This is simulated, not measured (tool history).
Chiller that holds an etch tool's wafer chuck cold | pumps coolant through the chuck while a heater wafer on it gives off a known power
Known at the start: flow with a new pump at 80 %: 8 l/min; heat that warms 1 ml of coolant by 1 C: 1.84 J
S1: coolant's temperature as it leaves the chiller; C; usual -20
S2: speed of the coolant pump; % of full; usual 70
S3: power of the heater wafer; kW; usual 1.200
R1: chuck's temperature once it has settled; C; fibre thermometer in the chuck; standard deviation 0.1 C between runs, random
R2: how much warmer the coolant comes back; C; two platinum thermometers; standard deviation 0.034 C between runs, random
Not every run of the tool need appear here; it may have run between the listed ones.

{"run": 1, "hour": 0.0, "S1": -20, "S2": 70, "S3": 1.2, "R1": -9.3, "R2": 5.63}
{"run": 2, "hour": 30.7, "S1": -20, "S2": 70, "S3": 0.982, "R1": -11.3, "R2": 4.65}
{"run": 3, "hour": 81.0, "S1": -20, "S2": 63, "S3": 1.2, "R1": -8.3, "R2": 6.34}
{"run": 4, "hour": 103.8, "S1": -20, "S2": 63, "S3": 1.2, "R1": -8.2, "R2": 6.32}
{"run": 5, "hour": 147.8, "S1": -20, "S2": 63, "S3": 1.2, "R1": -8.3, "R2": 6.33}
{"run": 6, "hour": 186.7, "S1": -20, "S2": 63, "S3": 1.2, "R1": -8.2, "R2": 6.29}
{"run": 7, "hour": 227.0, "S1": -20, "S2": 63, "S3": 1.2, "R1": -8.1, "R2": 6.3}
{"run": 8, "hour": 271.3, "S1": -20, "S2": 63, "S3": 1.2, "R1": -8.2, "R2": 6.4}
{"run": 9, "hour": 320.4, "S1": -20, "S2": 63, "S3": 1.2, "R1": -8.2, "R2": 6.39}
{"run": 10, "hour": 360.7, "S1": -27, "S2": 83, "S3": 1.2, "R1": -17.8, "R2": 4.8}
{"run": 11, "hour": 394.2, "S1": -27, "S2": 78, "S3": 1.2, "R1": -17.4, "R2": 5.15}
{"run": 12, "hour": 423.2, "S1": -15, "S2": 79, "S3": 0.918, "R1": -7.6, "R2": 3.96}
{"run": 13, "hour": 450.3, "S1": -20, "S2": 67, "S3": 1.2, "R1": -8.8, "R2": 6.03}
{"run": 14, "hour": 494.0, "S1": -21, "S2": 71, "S3": 1.046, "R1": -11.8, "R2": 4.99}

Branching from run 14: 5 alternative next runs. What would each branch give?
{"run": "A", "hour": 541.5, "S1": -13, "S2": 73, "S3": 1.046, "R1": "?", "R2": "?"}
{"run": "B", "hour": 541.5, "S1": -20, "S2": 70, "S3": 1.272, "R1": "?", "R2": "?"}
{"run": "C", "hour": 541.5, "S1": -21, "S2": 71, "S3": 0.879, "R1": "?", "R2": "?"}
{"run": "D", "hour": 541.5, "S1": -22, "S2": 71, "S3": 1.388, "R1": "?", "R2": "?"}
{"run": "E", "hour": 541.5, "S1": -16, "S2": 70, "S3": 0.738, "R1": "?", "R2": "?"}

run=A R1=-4.1 R2=4.88
run=B R1=-8.6 R2=6.11
run=C R1=-13.5 R2=4.17
run=D R1=-9.8 R2=6.53
run=E R1=-9.5 R2=3.58
What these runs would have given with no unlogged condition in the tool:
run=A R1=-4.1 R2=4.72
run=B R1=-8.7 R2=5.96
run=C R1=-13.5 R2=4.02
run=D R1=-9.8 R2=6.37
run=E R1=-9.5 R2=3.43

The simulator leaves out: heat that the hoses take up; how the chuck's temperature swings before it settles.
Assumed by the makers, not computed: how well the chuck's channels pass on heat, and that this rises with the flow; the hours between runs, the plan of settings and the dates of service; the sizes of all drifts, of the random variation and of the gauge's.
